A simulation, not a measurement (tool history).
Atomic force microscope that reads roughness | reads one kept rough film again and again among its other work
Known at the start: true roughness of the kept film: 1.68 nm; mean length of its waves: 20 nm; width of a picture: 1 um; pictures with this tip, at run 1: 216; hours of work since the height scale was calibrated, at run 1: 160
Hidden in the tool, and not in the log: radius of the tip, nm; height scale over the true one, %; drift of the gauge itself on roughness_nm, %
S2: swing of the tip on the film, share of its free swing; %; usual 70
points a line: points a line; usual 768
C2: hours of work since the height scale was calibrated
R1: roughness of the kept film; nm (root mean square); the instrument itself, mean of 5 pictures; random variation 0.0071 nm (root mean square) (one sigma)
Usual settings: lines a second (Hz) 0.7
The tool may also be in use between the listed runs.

{"run": 1, "hour": 0.0, "lines a second (Hz)": 0.7, "S2": 70, "points a line": 768, "pictures with this tip": 216, "C2": 160, "R1": 1.246}
{"hour": 63.3, "done": "new tip fitted"}
{"run": 2, "hour": 70.8, "lines a second (Hz)": 0.7, "S2": 70, "points a line": 768, "pictures with this tip": 14, "C2": 215, "R1": 1.449}
{"run": 3, "hour": 145.5, "lines a second (Hz)": 0.7, "S2": 70, "points a line": 768, "pictures with this tip": 154, "C2": 273, "R1": 1.29}
{"run": 4, "hour": 220.2, "lines a second (Hz)": 0.7, "S2": 81, "points a line": 768, "pictures with this tip": 294, "C2": 332, "R1": 1.148}
{"hour": 245.3, "done": "new tip fitted"}
{"run": 5, "hour": 265.6, "lines a second (Hz)": 0.7, "S2": 70, "points a line": 512, "pictures with this tip": 38, "C2": 367, "R1": 1.401}
{"run": 6, "hour": 317.1, "lines a second (Hz)": 0.7, "S2": 90, "points a line": 768, "pictures with this tip": 134, "C2": 407, "R1": 1.259}
{"run": 7, "hour": 365.2, "lines a second (Hz)": 0.7, "S2": 64, "points a line": 768, "pictures with this tip": 225, "C2": 445, "R1": 1.229}
{"hour": 424.9, "done": "new tip fitted"}
{"run": 8, "hour": 426.1, "lines a second (Hz)": 0.7, "S2": 64, "points a line": 768, "pictures with this tip": 2, "C2": 492, "R1": 1.465}
{"run": 9, "hour": 490.0, "lines a second (Hz)": 0.7, "S2": 64, "points a line": 768, "pictures with this tip": 122, "C2": 542, "R1": 1.324}
{"run": 10, "hour": 552.0, "lines a second (Hz)": 0.7, "S2": 78, "points a line": 768, "pictures with this tip": 238, "C2": 591, "R1": 1.199}
{"run": 11, "hour": 592.5, "lines a second (Hz)": 0.7, "S2": 78, "points a line": 768, "pictures with this tip": 314, "C2": 623, "R1": 1.122}
{"hour": 605.1, "done": "new tip fitted"}
{"run": 12, "hour": 635.3, "lines a second (Hz)": 0.7, "S2": 78, "points a line": 768, "pictures with this tip": 57, "C2": 656, "R1": 1.368}
{"run": 13, "hour": 695.4, "lines a second (Hz)": 0.7, "S2": 70, "points a line": 308, "pictures with this tip": 170, "C2": 703, "R1": 1.252}
{"run": 14, "hour": 755.1, "lines a second (Hz)": 0.7, "S2": 70, "points a line": 308, "pictures with this tip": 281, "C2": 749, "R1": 1.159}
{"hour": 783.8, "done": "new tip fitted"}
{"run": 15, "hour": 808.3, "lines a second (Hz)": 0.7, "S2": 70, "points a line": 308, "pictures with this tip": 46, "C2": 791, "R1": 1.36}
{"run": 16, "hour": 864.5, "lines a second (Hz)": 0.7, "S2": 70, "points a line": 308, "pictures with this tip": 152, "C2": 835, "R1": 1.264}
{"run": 17, "hour": 928.7, "lines a second (Hz)": 0.7, "S2": 70, "points a line": 308, "pictures with this tip": 272, "C2": 885, "R1": 1.154}
{"hour": 964.1, "done": "new tip fitted"}
{"run": 18, "hour": 984.7, "lines a second (Hz)": 0.7, "S2": 70, "points a line": 308, "pictures with this tip": 39, "C2": 928, "R1": 1.377}
{"run": 19, "hour": 1065.2, "lines a second (Hz)": 0.7, "S2": 70, "points a line": 768, "pictures with this tip": 190, "C2": 992, "R1": 1.25}
{"run": 20, "hour": 1100.4, "lines a second (Hz)": 0.7, "S2": 70, "points a line": 768, "pictures with this tip": 256, "C2": 1019, "R1": 1.207}
{"hour": 1106.0, "done": "height scale calibrated on a step standard"}
{"hour": 1145.2, "done": "new tip fitted"}
{"run": 21, "hour": 1149.2, "lines a second (Hz)": 0.7, "S2": 70, "points a line": 768, "pictures with this tip": 7, "C2": 33, "R1": 1.426}
{"run": 22, "hour": 1217.1, "lines a second (Hz)": 0.7, "S2": 70, "points a line": 768, "pictures with this tip": 135, "C2": 87, "R1": 1.305}
{"run": 23, "hour": 1298.8, "lines a second (Hz)": 0.7, "S2": 70, "points a line": 768, "pictures with this tip": 288, "C2": 151, "R1": 1.171}
{"hour": 1328.6, "done": "new tip fitted"}
{"run": 24, "hour": 1333.3, "lines a second (Hz)": 0.7, "S2": 70, "points a line": 768, "pictures with this tip": 8, "C2": 177, "R1": 1.424}
{"run": 25, "hour": 1382.2, "lines a second (Hz)": 0.7, "S2": 59, "points a line": 768, "pictures with this tip": 100, "C2": 215, "R1": 1.323}
{"run": 26, "hour": 1446.5, "lines a second (Hz)": 3.366, "S2": 71, "points a line": 282, "pictures with this tip": 220, "C2": 266, "R1": 1.104}
{"hour": 1506.6, "done": "height scale calibrated on a step standard, once more"}
{"hour": 1512.4, "done": "new tip fitted"}
{"run": 27, "hour": 1529.0, "lines a second (Hz)": 2.909, "S2": 79, "points a line": 282, "pictures with this tip": 31, "C2": 17, "R1": 1.261}
{"run": 28, "hour": 1597.7, "lines a second (Hz)": 0.656, "S2": 68, "points a line": 282, "pictures with this tip": 160, "C2": 71, "R1": 1.266}
{"run": 29, "hour": 1668.9, "lines a second (Hz)": 0.896, "S2": 70, "points a line": 768, "pictures with this tip": 294, "C2": 127, "R1": 1.167}
{"hour": 1694.5, "done": "new tip fitted"}
{"run": 30, "hour": 1707.7, "lines a second (Hz)": 2.828, "S2": 75, "points a line": 846, "pictures with this tip": 24, "C2": 157, "R1": 1.331}
{"run": 31, "hour": 1787.5, "lines a second (Hz)": 0.665, "S2": 70, "points a line": 768, "pictures with this tip": 174, "C2": 219, "R1": 1.267}
{"run": 32, "hour": 1864.7, "lines a second (Hz)": 0.585, "S2": 79, "points a line": 768, "pictures with this tip": 318, "C2": 280, "R1": 1.135}
{"hour": 1872.8, "done": "new tip fitted"}
{"run": 33, "hour": 1934.1, "lines a second (Hz)": 0.7, "S2": 59, "points a line": 460, "pictures with this tip": 115, "C2": 334, "R1": 1.337}
{"run": 34, "hour": 1988.2, "lines a second (Hz)": 0.7, "S2": 67, "points a line": 460, "pictures with this tip": 216, "C2": 376, "R1": 1.236}
{"run": 35, "hour": 2033.1, "lines a second (Hz)": 0.7, "S2": 67, "points a line": 460, "pictures with this tip": 300, "C2": 411, "R1": 1.152}
{"hour": 2052.2, "done": "new tip fitted"}
{"run": 36, "hour": 2115.6, "lines a second (Hz)": 2.534, "S2": 70, "points a line": 811, "pictures with this tip": 119, "C2": 475, "R1": 1.278}
{"run": 37, "hour": 2195.5, "lines a second (Hz)": 0.7, "S2": 56, "points a line": 524, "pictures with this tip": 269, "C2": 538, "R1": 1.194}
{"hour": 2231.5, "done": "new tip fitted"}
{"run": 38, "hour": 2255.9, "lines a second (Hz)": 0.7, "S2": 56, "points a line": 524, "pictures with this tip": 46, "C2": 585, "R1": 1.397}
{"run": 39, "hour": 2329.2, "lines a second (Hz)": 0.581, "S2": 65, "points a line": 618, "pictures with this tip": 183, "C2": 642, "R1": 1.247}
{"run": 40, "hour": 2367.5, "lines a second (Hz)": 3.741, "S2": 73, "points a line": 768, "pictures with this tip": 255, "C2": 672, "R1": 1.083}
{"hour": 2414.2, "done": "new tip fitted"}
{"run": 41, "hour": 2448.3, "lines a second (Hz)": 1.893, "S2": 85, "points a line": 632, "pictures with this tip": 63, "C2": 735, "R1": 1.27}
{"run": 42, "hour": 2493.5, "lines a second (Hz)": 1.893, "S2": 85, "points a line": 632, "pictures with this tip": 148, "C2": 770, "R1": 1.182}
{"run": 43, "hour": 2558.3, "lines a second (Hz)": 1.25, "S2": 70, "points a line": 838, "pictures with this tip": 270, "C2": 821, "R1": 1.172}
{"hour": 2598.7, "done": "new tip fitted"}
{"run": 44, "hour": 2605.8, "lines a second (Hz)": 0.7, "S2": 73, "points a line": 768, "pictures with this tip": 14, "C2": 858, "R1": 1.428}
{"run": 45, "hour": 2648.4, "lines a second (Hz)": 2.301, "S2": 70, "points a line": 768, "pictures with this tip": 94, "C2": 891, "R1": 1.301}
{"run": 46, "hour": 2687.3, "lines a second (Hz)": 0.7, "S2": 70, "points a line": 959, "pictures with this tip": 166, "C2": 922, "R1": 1.278}
{"run": 47, "hour": 2735.0, "lines a second (Hz)": 0.7, "S2": 70, "points a line": 539, "pictures with this tip": 256, "C2": 959, "R1": 1.211}
{"hour": 2777.7, "done": "new tip fitted"}
{"run": 48, "hour": 2777.7, "lines a second (Hz)": 0.7, "S2": 70, "points a line": 539, "pictures with this tip": 0, "C2": 992, "R1": 1.435}
{"run": 49, "hour": 2819.5, "lines a second (Hz)": 0.7, "S2": 70, "points a line": 539, "pictures with this tip": 78, "C2": 1025, "R1": 1.355}

4 ways to go on from here, each from the tool as it stands after run 49. What would each give?
{"hour": 2834.5, "done": "height scale calibrated on a step standard"}
{"run": "A", "hour": 2884.1, "lines a second (Hz)": 1.223, "S2": 85, "points a line": 977, "pictures with this tip": 198, "C2": 39, "R1": "?"}
{"hour": 2834.5, "done": "height scale calibrated on a step standard"}
{"run": "B", "hour": 2884.1, "lines a second (Hz)": 1.918, "S2": 79, "points a line": 427, "pictures with this tip": 198, "C2": 39, "R1": "?"}
{"hour": 2834.5, "done": "height scale calibrated on a step standard"}
{"run": "C", "hour": 2884.1, "lines a second (Hz)": 0.903, "S2": 78, "points a line": 261, "pictures with this tip": 198, "C2": 39, "R1": "?"}
{"hour": 2834.5, "done": "height scale calibrated on a step standard"}
{"run": "D", "hour": 2884.1, "lines a second (Hz)": 0.7, "S2": 64, "points a line": 702, "pictures with this tip": 198, "C2": 39, "R1": "?"}

run=A R1=1.204
run=B R1=1.169
run=C R1=1.205
run=D R1=1.261
Without the tool's hidden state the same runs would have given:
run=A R1=1.409
run=B R1=1.368
run=C R1=1.41
run=D R1=1.475
